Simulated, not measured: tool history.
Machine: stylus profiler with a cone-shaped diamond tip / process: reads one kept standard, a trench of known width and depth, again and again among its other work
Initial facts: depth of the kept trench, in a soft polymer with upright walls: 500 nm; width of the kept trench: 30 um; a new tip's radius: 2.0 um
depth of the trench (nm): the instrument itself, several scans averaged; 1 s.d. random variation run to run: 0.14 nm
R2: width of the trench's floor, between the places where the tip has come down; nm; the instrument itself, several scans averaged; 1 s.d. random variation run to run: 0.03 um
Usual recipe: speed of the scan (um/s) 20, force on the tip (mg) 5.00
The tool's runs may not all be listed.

run 1 hour=0.0 | speed_of_the_scan_(um/s)=20 force_on_the_tip_(mg)=5.00 | depth_of_the_trench_(nm)=506.46 R2=26090
run 2 hour=34.8 | speed_of_the_scan_(um/s)=20 force_on_the_tip_(mg)=5.00 | depth_of_the_trench_(nm)=506.47 R2=26090
run 3 hour=73.2 | speed_of_the_scan_(um/s)=20 force_on_the_tip_(mg)=5.00 | depth_of_the_trench_(nm)=506.00 R2=26050
run 4 hour=153.6 | speed_of_the_scan_(um/s)=20 force_on_the_tip_(mg)=5.00 | depth_of_the_trench_(nm)=506.03 R2=26020
run 5 hour=213.7 | speed_of_the_scan_(um/s)=20 force_on_the_tip_(mg)=5.00 | depth_of_the_trench_(nm)=505.98 R2=25990
run 6 hour=288.4 | speed_of_the_scan_(um/s)=20 force_on_the_tip_(mg)=5.00 | depth_of_the_trench_(nm)=505.66 R2=25930
run 7 hour=341.3 | speed_of_the_scan_(um/s)=36 force_on_the_tip_(mg)=5.00 | depth_of_the_trench_(nm)=505.90 R2=25880
run 8 hour=415.2 | speed_of_the_scan_(um/s)=36 force_on_the_tip_(mg)=5.00 | depth_of_the_trench_(nm)=505.60 R2=25840
run 9 hour=478.7 | speed_of_the_scan_(um/s)=20 force_on_the_tip_(mg)=5.00 | depth_of_the_trench_(nm)=505.70 R2=25800
run 10 hour=548.6 | speed_of_the_scan_(um/s)=15 force_on_the_tip_(mg)=5.00 | depth_of_the_trench_(nm)=505.65 R2=25790
run 11 hour=629.8 | speed_of_the_scan_(um/s)=15 force_on_the_tip_(mg)=5.00 | depth_of_the_trench_(nm)=505.50 R2=25790
run 12 hour=684.8 | speed_of_the_scan_(um/s)=15 force_on_the_tip_(mg)=5.00 | depth_of_the_trench_(nm)=505.36 R2=25760
run 13 hour=729.6 | speed_of_the_scan_(um/s)=7 force_on_the_tip_(mg)=5.00 | depth_of_the_trench_(nm)=505.48 R2=25760
run 14 hour=795.7 | speed_of_the_scan_(um/s)=7 force_on_the_tip_(mg)=5.00 | depth_of_the_trench_(nm)=505.43 R2=25750
run 15 hour=876.7 | speed_of_the_scan_(um/s)=7 force_on_the_tip_(mg)=5.00 | depth_of_the_trench_(nm)=505.20 R2=25640
run 16 hour=958.3 | speed_of_the_scan_(um/s)=20 force_on_the_tip_(mg)=9.33 | depth_of_the_trench_(nm)=509.52 R2=25630
run 17 hour=1003.9 | speed_of_the_scan_(um/s)=20 force_on_the_tip_(mg)=9.33 | depth_of_the_trench_(nm)=509.23 R2=25640
run 18 hour=1081.2 | speed_of_the_scan_(um/s)=20 force_on_the_tip_(mg)=9.33 | depth_of_the_trench_(nm)=509.13 R2=25550
run 19 hour=1148.6 | speed_of_the_scan_(um/s)=20 force_on_the_tip_(mg)=9.33 | depth_of_the_trench_(nm)=509.01 R2=25530
run 20 hour=1197.1 | speed_of_the_scan_(um/s)=9 force_on_the_tip_(mg)=4.90 | depth_of_the_trench_(nm)=505.00 R2=25560
run 21 hour=1234.1 | speed_of_the_scan_(um/s)=19 force_on_the_tip_(mg)=2.06 | depth_of_the_trench_(nm)=501.42 R2=25460
run 22 hour=1293.6 | speed_of_the_scan_(um/s)=15 force_on_the_tip_(mg)=2.60 | depth_of_the_trench_(nm)=502.25 R2=25460
run 23 hour=1340.1 | speed_of_the_scan_(um/s)=20 force_on_the_tip_(mg)=2.60 | depth_of_the_trench_(nm)=502.19 R2=25470

Run 24 is up next; what results do you expect?
run 24 hour=1412.0 | speed_of_the_scan_(um/s)=20 force_on_the_tip_(mg)=2.60 | depth_of_the_trench_(nm)=? R2=?

Run 24 came out at depth of the trench (nm) 501.94, R2 25370 nm.
With the hidden condition absent and the run-to-run variation left alone, this run would have shown depth of the trench (nm) 504.97, R2 27260 nm.
